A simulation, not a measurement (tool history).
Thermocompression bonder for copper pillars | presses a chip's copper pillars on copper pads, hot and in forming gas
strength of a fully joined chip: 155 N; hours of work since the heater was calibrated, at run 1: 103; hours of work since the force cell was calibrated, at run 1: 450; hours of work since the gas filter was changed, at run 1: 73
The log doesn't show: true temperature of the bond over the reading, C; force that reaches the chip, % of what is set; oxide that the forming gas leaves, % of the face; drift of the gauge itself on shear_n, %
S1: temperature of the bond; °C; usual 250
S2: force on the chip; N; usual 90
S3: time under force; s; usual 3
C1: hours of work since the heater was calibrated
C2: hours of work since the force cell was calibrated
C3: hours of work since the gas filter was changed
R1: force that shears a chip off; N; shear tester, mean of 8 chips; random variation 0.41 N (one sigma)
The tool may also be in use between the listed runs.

run  hour   S1   S2  S3   C1   C2   C3     R1
  1     0  250   90   3  103  450   73   92.4
  2   7.4  250  130   3  106  453   76  112.9
  3  11.6  250   90   3  109  455   78   92.7
  4  19.9  250   90   3  113  459   82   92.3
  5  25.7  250   90   3  115  462   85   92.3
  6  30.4  250   90   3  118  465   87   92.4
  7  36.9  221   93   2  121  468   91     59
  8  41.9  250   90   2  123  470   93   81.2
  9  49.9  274  103   2  127  474   97  106.8
 10    56  274  103   2  130  477  100  106.6
 11  64.8  274  103   2  134  481  104    106

Forecast each of these 5 alternatives for the next run:
  A  70.5  274  103   7  137  484  107   ?
  B  70.5  245   60   3  137  484  107   ?
  C  70.5  251   56   2  137  484  107   ?
  D  70.5  266   68   3  137  484  107   ?
  E  70.5  259   68   7  137  484  107   ?

run     R1
  A  133.2
  B   65.3
  C   56.7
  D   88.4
  E  105.4
Without the tool's hidden state the same runs would have given:
run     R1
  A  139.3
  B   66.9
  C     58
  D   91.1
  E  109.1

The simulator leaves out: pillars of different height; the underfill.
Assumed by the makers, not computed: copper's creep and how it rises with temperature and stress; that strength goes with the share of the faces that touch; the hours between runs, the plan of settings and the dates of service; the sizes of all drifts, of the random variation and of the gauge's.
